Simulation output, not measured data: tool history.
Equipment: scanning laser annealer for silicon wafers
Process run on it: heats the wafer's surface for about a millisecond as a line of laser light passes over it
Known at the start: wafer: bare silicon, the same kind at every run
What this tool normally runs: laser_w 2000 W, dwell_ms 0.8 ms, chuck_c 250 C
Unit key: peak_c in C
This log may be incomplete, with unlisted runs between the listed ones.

Run 1, hour 0: usual settings. Result: peak_c 1025 C.
Run 2, hour 8: usual settings. Result: peak_c 1022 C.
Run 3, hour 19.7: usual settings. Result: peak_c 1021 C.
Run 4, hour 31.2: usual settings but dwell_ms 0.641 ms. Result: peak_c 926 C.
Run 5, hour 39.6: usual settings but dwell_ms 0.641 ms. Result: peak_c 926 C.
Run 6, hour 49.4: usual settings but dwell_ms 0.641 ms. Result: peak_c 928 C.
Run 7, hour 58.4: usual settings but dwell_ms 0.641 ms. Result: peak_c 926 C.
Run 8, hour 69.3: usual settings but dwell_ms 0.641 ms. Result: peak_c 925 C.
Run 9, hour 75.9: usual settings but dwell_ms 0.641 ms. Result: peak_c 928 C.
Run 10, hour 83: usual settings but dwell_ms 0.641 ms. Result: peak_c 927 C.
Run 11, hour 92.4: usual settings but chuck_c 266 C. Result: peak_c 1034 C.
Run 12, hour 104.5: usual settings. Result: peak_c 1021 C.
Run 13, hour 114.9: usual settings but laser_w 2181 W, dwell_ms 0.573 ms, chuck_c 216 C. Result: peak_c 914 C.
Run 14, hour 126.2: usual settings but laser_w 1872 W. Result: peak_c 965 C.
Run 15, hour 133.6: usual settings but laser_w 1872 W. Result: peak_c 964 C.
Run 16, hour 140: usual settings but laser_w 1844 W, dwell_ms 0.658 ms, chuck_c 228 C. Result: peak_c 852 C.
Run 17, hour 148.1: usual settings but laser_w 2040 W, dwell_ms 0.885 ms, chuck_c 248 C. Result: peak_c 1085 C.
Run 18, hour 160.8: usual settings but laser_w 2079 W, chuck_c 233 C. Result: peak_c 1036 C.
Run 19, hour 171.4: usual settings but laser_w 1975 W, dwell_ms 0.956 ms, chuck_c 278 C. Result: peak_c 1120 C.
Run 20, hour 176.9: usual settings but laser_w 2165 W, dwell_ms 0.904 ms, chuck_c 241 C. Result: peak_c 1149 C.
Run 21, hour 189.1: usual settings but laser_w 2165 W, dwell_ms 0.904 ms, chuck_c 241 C. Result: peak_c 1151 C.
Run 22, hour 200.2: usual settings but laser_w 2165 W, dwell_ms 0.904 ms, chuck_c 241 C. Result: peak_c 1145 C.
Run 23, hour 207.1: usual settings but laser_w 2165 W, dwell_ms 0.904 ms, chuck_c 241 C. Result: peak_c 1147 C.
Run 24, hour 215.3: usual settings but laser_w 2175 W, dwell_ms 0.768 ms, chuck_c 211 C. Result: peak_c 1037 C.

Here are 3 independent what-if runs from the current tool condition. What would each one return?
Run A, hour 224.1: usual settings but dwell_ms 0.675 ms, chuck_c 276 C. Result: peak_c ?.
Run B, hour 224.1: usual settings but laser_w 2175 W, dwell_ms 0.768 ms, chuck_c 262 C. Result: peak_c ?.
Run C, hour 224.1: usual settings but laser_w 1804 W, dwell_ms 0.893 ms, chuck_c 288 C. Result: peak_c ?.

run  peak_c
  A     975
  B    1089
  C    1017
With no hidden state in the tool, these same runs would have given:
run  peak_c
  A     987
  B    1104
  C    1030
